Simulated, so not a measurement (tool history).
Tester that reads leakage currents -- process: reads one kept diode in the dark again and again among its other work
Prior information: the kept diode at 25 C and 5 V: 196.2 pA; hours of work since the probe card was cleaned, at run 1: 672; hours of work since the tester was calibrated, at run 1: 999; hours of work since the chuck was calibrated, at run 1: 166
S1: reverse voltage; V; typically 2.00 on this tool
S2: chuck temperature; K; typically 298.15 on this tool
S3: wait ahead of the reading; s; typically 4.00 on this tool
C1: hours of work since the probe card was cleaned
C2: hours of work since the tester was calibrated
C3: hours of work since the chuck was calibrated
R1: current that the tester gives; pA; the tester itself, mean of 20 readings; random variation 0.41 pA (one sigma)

run   hour    S1      S2    S3   C1    C2   C3       R1
  1    0.0  2.00  298.15  4.00  672   999  166   133.59
  2   41.2  2.00  298.15  4.00  694  1021  187   133.72
  3   78.5  2.00  298.15  4.00  713  1040  207   132.73
  4  104.1  2.00  327.15  4.00  727  1054  220  1176.90
  5  132.5  2.00  327.15  4.00  742  1069  235  1173.52
  6  184.9  2.00  298.15  4.00  769  1096  263   132.64
  7  223.1  2.00  298.15  4.00  789  1116  283   132.56
  8  269.1  5.19  298.15  4.00  813  1140  307   195.95
  9  303.5  5.19  298.15  4.00  831  1158  325   194.88
 10  328.8  5.19  298.15  4.00  845  1172  338   193.67
 11  362.7  5.19  298.15  4.00  862  1189  356   193.41
 12  398.7  5.19  300.15  4.00  881  1208  375   227.59
 13  433.1  5.19  305.15  4.00  899  1226  393   339.13
 14  486.1  5.51  329.15  0.60  927  1254  420  2003.49

Alternative continuations, all from the tool just after run 14; predict every row:
  A  526.9   5.51  315.15  0.60  948  1275  442   ?
  B  526.9  10.03  299.15  1.24  948  1275  442   ?
  C  526.9   6.35  331.15  0.71  948  1275  442   ?
  D  526.9   3.66  329.15  0.33  948  1275  442   ?

run       R1
  A   742.37
  B   275.10
  C  2423.66
  D  1695.22
Take away the tool's hidden state, keep each run's random variation, and the runs would have read:
run       R1
  A   771.09
  B   283.56
  C  2513.31
  D  1758.95
